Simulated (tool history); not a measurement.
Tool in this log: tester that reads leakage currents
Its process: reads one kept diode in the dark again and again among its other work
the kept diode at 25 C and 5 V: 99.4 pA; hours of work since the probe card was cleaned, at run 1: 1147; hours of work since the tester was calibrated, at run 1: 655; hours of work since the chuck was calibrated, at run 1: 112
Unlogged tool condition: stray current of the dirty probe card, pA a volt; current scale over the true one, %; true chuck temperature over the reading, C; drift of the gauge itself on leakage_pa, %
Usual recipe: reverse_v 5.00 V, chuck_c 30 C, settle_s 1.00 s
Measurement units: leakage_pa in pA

run	hour	reverse_v	chuck_c	settle_s	hours of work since the probe card was cleaned	hours of work since the tester was calibrated	hours of work since the chuck was calibrated	leakage_pa
1	0.0	5.00	30	1.00	1147	655	112	155.10
2	32.3	5.00	30	1.00	1161	669	126	154.59
3	54.1	5.00	30	1.00	1170	678	135	155.64
4	79.4	5.00	30	1.00	1181	689	146	154.68
5	100.9	5.00	30	8.85	1190	698	155	152.71
6	128.9	5.00	30	0.33	1202	710	167	158.33
7	144.4	5.00	30	0.33	1209	717	174	158.69
8	167.4	5.00	30	0.33	1219	727	184	158.60
# hour 171.6: tester calibrated
9	194.0	5.00	30	0.33	1229	10	194	158.44
10	227.7	16.81	28	3.67	1244	24	209	204.78
11	244.6	16.81	28	3.67	1251	31	216	204.56
12	280.7	3.68	39	0.46	1266	47	231	284.15
# hour 295.5: tester calibrated, once more
13	311.3	3.68	39	0.46	1279	7	243	284.10
14	338.4	3.68	22	0.46	1290	18	255	73.05
15	373.5	1.89	27	3.74	1305	33	270	83.73
16	406.0	1.53	50	1.00	1319	47	284	469.30
17	434.0	7.31	24	2.83	1331	59	296	107.82
18	466.6	12.08	50	1.15	1345	73	310	994.68

Here are 5 independent what-if runs from the current tool condition. What would each one return?
A	482.8	12.08	50	3.60	1352	80	317	?
B	482.8	5.00	31	1.00	1352	80	317	?
C	482.8	3.08	30	0.90	1352	80	317	?
D	482.8	5.00	35	1.26	1352	80	317	?
E	482.8	1.30	35	0.60	1352	80	317	?

run	leakage_pa
A	995.80
B	167.58
C	129.38
D	230.65
E	141.18
What these runs would have given with no unlogged condition in the tool:
run	leakage_pa
A	990.56
B	166.03
C	128.35
D	228.93
E	140.52
